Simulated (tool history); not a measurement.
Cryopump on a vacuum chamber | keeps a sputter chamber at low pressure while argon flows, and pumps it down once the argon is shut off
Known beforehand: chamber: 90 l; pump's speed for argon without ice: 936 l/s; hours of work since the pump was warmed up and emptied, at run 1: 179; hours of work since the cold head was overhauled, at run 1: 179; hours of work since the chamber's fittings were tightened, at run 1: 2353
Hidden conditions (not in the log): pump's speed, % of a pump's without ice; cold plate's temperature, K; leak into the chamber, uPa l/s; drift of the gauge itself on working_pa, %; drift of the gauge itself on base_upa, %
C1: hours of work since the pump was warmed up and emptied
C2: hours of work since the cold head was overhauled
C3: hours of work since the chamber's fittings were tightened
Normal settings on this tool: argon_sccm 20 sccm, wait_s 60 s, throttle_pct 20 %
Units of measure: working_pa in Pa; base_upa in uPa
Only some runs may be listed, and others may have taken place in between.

run 1 hour=0 | argon_sccm=20 wait_s=60 throttle_pct=20 | C1=179 C2=179 C3=2353 | working_pa=0.1834 base_upa=5.38
run 2 hour=9.2 | argon_sccm=20 wait_s=60 throttle_pct=20 | C1=184 C2=184 C3=2358 | working_pa=0.1825 base_upa=5.51
run 3 hour=27.7 | argon_sccm=30 wait_s=60 throttle_pct=20 | C1=194 C2=194 C3=2369 | working_pa=0.2752 base_upa=5.45
run 4 hour=37.3 | argon_sccm=30 wait_s=60 throttle_pct=20 | C1=199 C2=199 C3=2374 | working_pa=0.2744 base_upa=5.75
run 5 hour=55.4 | argon_sccm=30 wait_s=60 throttle_pct=20 | C1=209 C2=209 C3=2384 | working_pa=0.2722 base_upa=5.68
run 6 hour=65 | argon_sccm=30 wait_s=60 throttle_pct=20 | C1=215 C2=215 C3=2389 | working_pa=0.2757 base_upa=5.82
run 7 hour=72.5 | argon_sccm=30 wait_s=60 throttle_pct=20 | C1=219 C2=219 C3=2394 | working_pa=0.2723 base_upa=5.62
run 8 hour=81.7 | argon_sccm=30 wait_s=22 throttle_pct=20 | C1=224 C2=224 C3=2399 | working_pa=0.2739 base_upa=8.34
-- hour=90.5 leaking fittings of the chamber tightened, without venting
run 9 hour=91.5 | argon_sccm=30 wait_s=22 throttle_pct=20 | C1=228 C2=228 C3=1 | working_pa=0.2747 base_upa=4.33
run 10 hour=107.8 | argon_sccm=20 wait_s=60 throttle_pct=20 | C1=237 C2=237 C3=10 | working_pa=0.183 base_upa=1.87
run 11 hour=115.5 | argon_sccm=16 wait_s=187 throttle_pct=20 | C1=242 C2=242 C3=14 | working_pa=0.1466 base_upa=0.92
run 12 hour=123.9 | argon_sccm=31 wait_s=142 throttle_pct=20 | C1=246 C2=246 C3=19 | working_pa=0.2845 base_upa=1.07
run 13 hour=131.6 | argon_sccm=15 wait_s=60 throttle_pct=21 | C1=250 C2=250 C3=23 | working_pa=0.132 base_upa=1.86

Run 14 is up next; what results do you expect?
run 14 hour=145.2 | argon_sccm=18 wait_s=60 throttle_pct=21 | C1=258 C2=258 C3=30 | working_pa=? base_upa=?

working_pa: 0.1571 Pa
base_upa: 1.91 uPa
The same run, on a tool lacking any hidden state, would have yielded working_pa 0.1543 Pa, base_upa 1.74 uPa.
